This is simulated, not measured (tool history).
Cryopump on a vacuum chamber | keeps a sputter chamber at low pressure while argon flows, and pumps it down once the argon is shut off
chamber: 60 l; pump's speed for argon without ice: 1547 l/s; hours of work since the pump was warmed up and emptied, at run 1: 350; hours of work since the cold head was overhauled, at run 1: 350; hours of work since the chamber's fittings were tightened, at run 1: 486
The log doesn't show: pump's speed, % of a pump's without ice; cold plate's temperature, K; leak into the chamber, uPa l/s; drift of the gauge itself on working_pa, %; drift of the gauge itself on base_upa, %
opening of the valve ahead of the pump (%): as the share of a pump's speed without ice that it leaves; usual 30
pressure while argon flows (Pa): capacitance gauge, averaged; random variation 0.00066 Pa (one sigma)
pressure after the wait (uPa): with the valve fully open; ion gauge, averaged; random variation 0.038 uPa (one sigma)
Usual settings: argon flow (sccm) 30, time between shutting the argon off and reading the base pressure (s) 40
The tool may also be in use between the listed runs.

run	hour	argon flow (sccm)	time between shutting the argon off and reading the base pressure (s)	opening of the valve ahead of the pump (%)	hours of work since the pump was warmed up and emptied	hours of work since the cold head was overhauled	hours of work since the chamber's fittings were tightened	pressure while argon flows (Pa)	pressure after the wait (uPa)
1	0	30	40	30	350	350	486	0.1122	2.82
2	19.4	30	40	30	366	366	501	0.1128	2.75
3	46	30	40	30	387	387	522	0.1132	2.88
4	76.3	30	40	30	410	410	546	0.1131	2.79
5	113	30	40	30	439	439	575	0.1147	2.85
6	153.9	30	99	30	472	472	607	0.1154	1.8
7	178.6	30	99	30	491	491	627	0.115	1.81
8	210.7	35	99	30	516	516	652	0.1363	1.86
9	231.1	35	99	30	533	533	668	0.1345	1.91
10	271.7	35	99	30	565	565	700	0.135	1.98
11	290	30	40	15	579	579	715	0.2248	3.17
12	322	30	40	24	604	604	740	0.1438	3.18
13	350.4	30	40	24	627	627	762	0.1441	3.19
14	391.1	30	40	24	659	659	795	0.1453	3.21
15	411.5	30	40	24	675	675	811	0.1455	3.27
16	431.7	30	40	16	691	691	827	0.2139	3.36
17	454	30	40	30	708	708	844	0.1186	3.35
18	489.9	30	40	30	737	737	873	0.1192	3.45
19	531.1	12	104	31	769	769	905	0.0459	2.27
20	565	16	46	36	796	796	932	0.0543	3.32
21	587.4	57	46	23	814	814	949	0.2927	3.43

Run 22 comes next. What will it give?
22	615.4	48	198	41	836	836	972	?	?

{"run 22": {"pressure while argon flows (Pa)": 0.1462, "pressure after the wait (uPa)": 2.04}}
Without the tool's hidden state the same run would have given pressure while argon flows (Pa) 0.1289, pressure after the wait (uPa) 0.57.
